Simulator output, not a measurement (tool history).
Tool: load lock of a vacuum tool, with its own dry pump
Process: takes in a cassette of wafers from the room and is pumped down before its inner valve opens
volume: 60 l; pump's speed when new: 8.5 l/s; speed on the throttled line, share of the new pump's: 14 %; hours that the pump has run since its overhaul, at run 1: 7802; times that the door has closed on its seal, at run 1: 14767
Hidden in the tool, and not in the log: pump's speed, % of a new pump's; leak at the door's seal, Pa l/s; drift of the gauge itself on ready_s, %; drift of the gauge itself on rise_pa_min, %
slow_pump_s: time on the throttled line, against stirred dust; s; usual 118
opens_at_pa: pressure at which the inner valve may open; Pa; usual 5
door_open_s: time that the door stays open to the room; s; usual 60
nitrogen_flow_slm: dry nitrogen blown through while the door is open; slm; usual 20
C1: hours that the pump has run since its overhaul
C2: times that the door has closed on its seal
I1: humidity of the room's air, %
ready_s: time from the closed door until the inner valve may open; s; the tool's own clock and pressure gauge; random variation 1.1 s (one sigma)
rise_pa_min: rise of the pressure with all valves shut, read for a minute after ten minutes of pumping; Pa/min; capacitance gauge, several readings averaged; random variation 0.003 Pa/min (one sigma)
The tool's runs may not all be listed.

run 1 hour=0 | slow_pump_s=118 opens_at_pa=5 door_open_s=60 nitrogen_flow_slm=20 | C1=7802 C2=14767 | I1=45.9 | ready_s=184 rise_pa_min=0.224
run 2 hour=313.2 | slow_pump_s=118 opens_at_pa=4 door_open_s=60 nitrogen_flow_slm=20 | C1=8115 C2=16027 | I1=43.9 | ready_s=186.9 rise_pa_min=0.248
run 3 hour=531 | slow_pump_s=118 opens_at_pa=4 door_open_s=60 nitrogen_flow_slm=20 | C1=8333 C2=16903 | I1=46.8 | ready_s=187.1 rise_pa_min=0.263
run 4 hour=821.7 | slow_pump_s=169 opens_at_pa=5 door_open_s=60 nitrogen_flow_slm=20 | C1=8624 C2=18073 | I1=48.8 | ready_s=229 rise_pa_min=0.284
run 5 hour=983 | slow_pump_s=169 opens_at_pa=5 door_open_s=60 nitrogen_flow_slm=20 | C1=8785 C2=18722 | I1=44.3 | ready_s=226.3 rise_pa_min=0.294
run 6 hour=1242.8 | slow_pump_s=69 opens_at_pa=5 door_open_s=60 nitrogen_flow_slm=20 | C1=9045 C2=19767 | I1=44.9 | ready_s=144.8 rise_pa_min=0.319
run 7 hour=1385.8 | slow_pump_s=69 opens_at_pa=5 door_open_s=60 nitrogen_flow_slm=20 | C1=9188 C2=20343 | I1=45.6 | ready_s=145.7 rise_pa_min=0.335
run 8 hour=1549.3 | slow_pump_s=69 opens_at_pa=5 door_open_s=60 nitrogen_flow_slm=8 | C1=9351 C2=21001 | I1=45.4 | ready_s=147.6 rise_pa_min=0.375
run 9 hour=1859.4 | slow_pump_s=118 opens_at_pa=5 door_open_s=26 nitrogen_flow_slm=20 | C1=9661 C2=22248 | I1=43.7 | ready_s=189.8 rise_pa_min=0.369
run 10 hour=2106.8 | slow_pump_s=117 opens_at_pa=5 door_open_s=26 nitrogen_flow_slm=20 | C1=9909 C2=23244 | I1=48.6 | ready_s=186.3 rise_pa_min=0.407
run 11 hour=2312.8 | slow_pump_s=117 opens_at_pa=5 door_open_s=26 nitrogen_flow_slm=20 | C1=10115 C2=24073 | I1=49.2 | ready_s=185.8 rise_pa_min=0.424
run 12 hour=2564.7 | slow_pump_s=117 opens_at_pa=5 door_open_s=26 nitrogen_flow_slm=20 | C1=10366 C2=25086 | I1=44.1 | ready_s=189.1 rise_pa_min=0.434
run 13 hour=2743 | slow_pump_s=117 opens_at_pa=5 door_open_s=26 nitrogen_flow_slm=20 | C1=10545 C2=25804 | I1=45.7 | ready_s=188.8 rise_pa_min=0.45
run 14 hour=3004.5 | slow_pump_s=117 opens_at_pa=5 door_open_s=26 nitrogen_flow_slm=20 | C1=10806 C2=26856 | I1=43.9 | ready_s=187.9 rise_pa_min=0.492
run 15 hour=3217.7 | slow_pump_s=117 opens_at_pa=5 door_open_s=26 nitrogen_flow_slm=7 | C1=11020 C2=27714 | I1=45.1 | ready_s=187.6 rise_pa_min=0.542
run 16 hour=3463.3 | slow_pump_s=118 opens_at_pa=5 door_open_s=60 nitrogen_flow_slm=20 | C1=11265 C2=28702 | I1=47.8 | ready_s=188.9 rise_pa_min=0.559
run 17 hour=3715.4 | slow_pump_s=118 opens_at_pa=5 door_open_s=60 nitrogen_flow_slm=20 | C1=11517 C2=29717 | I1=48.9 | ready_s=192.3 rise_pa_min=0.591
-- hour=3792.3 door's seal changed, seat wiped
run 18 hour=3995.5 | slow_pump_s=118 opens_at_pa=5 door_open_s=44 nitrogen_flow_slm=20 | C1=11796 C2=818 | I1=45.2 | ready_s=188.5 rise_pa_min=0.043
run 19 hour=4285.5 | slow_pump_s=118 opens_at_pa=5 door_open_s=44 nitrogen_flow_slm=20 | C1=12086 C2=1984 | I1=42.6 | ready_s=192.2 rise_pa_min=0.044
run 20 hour=4491.2 | slow_pump_s=181 opens_at_pa=5 door_open_s=44 nitrogen_flow_slm=20 | C1=12291 C2=2812 | I1=45.5 | ready_s=246.1 rise_pa_min=0.054
run 21 hour=4806 | slow_pump_s=181 opens_at_pa=5 door_open_s=44 nitrogen_flow_slm=20 | C1=12606 C2=4079 | I1=45 | ready_s=242.5 rise_pa_min=0.06
run 22 hour=5026.4 | slow_pump_s=181 opens_at_pa=5 door_open_s=44 nitrogen_flow_slm=20 | C1=12827 C2=4966 | I1=44.9 | ready_s=242.9 rise_pa_min=0.072
run 23 hour=5331.4 | slow_pump_s=181 opens_at_pa=5 door_open_s=44 nitrogen_flow_slm=20 | C1=13132 C2=6193 | I1=45.8 | ready_s=243.5 rise_pa_min=0.089

Run 24 comes next. What will it give?
run 24 hour=5579.3 | slow_pump_s=65 opens_at_pa=4 door_open_s=56 nitrogen_flow_slm=40 | C1=13380 C2=7191 | I1=41.7 | ready_s=? rise_pa_min=?

{"run 24": {"ready_s": 154.3, "rise_pa_min": 0.084}}
Without the tool's hidden state the same run would have given ready_s 129.3 s, rise_pa_min 0.022 Pa/min.
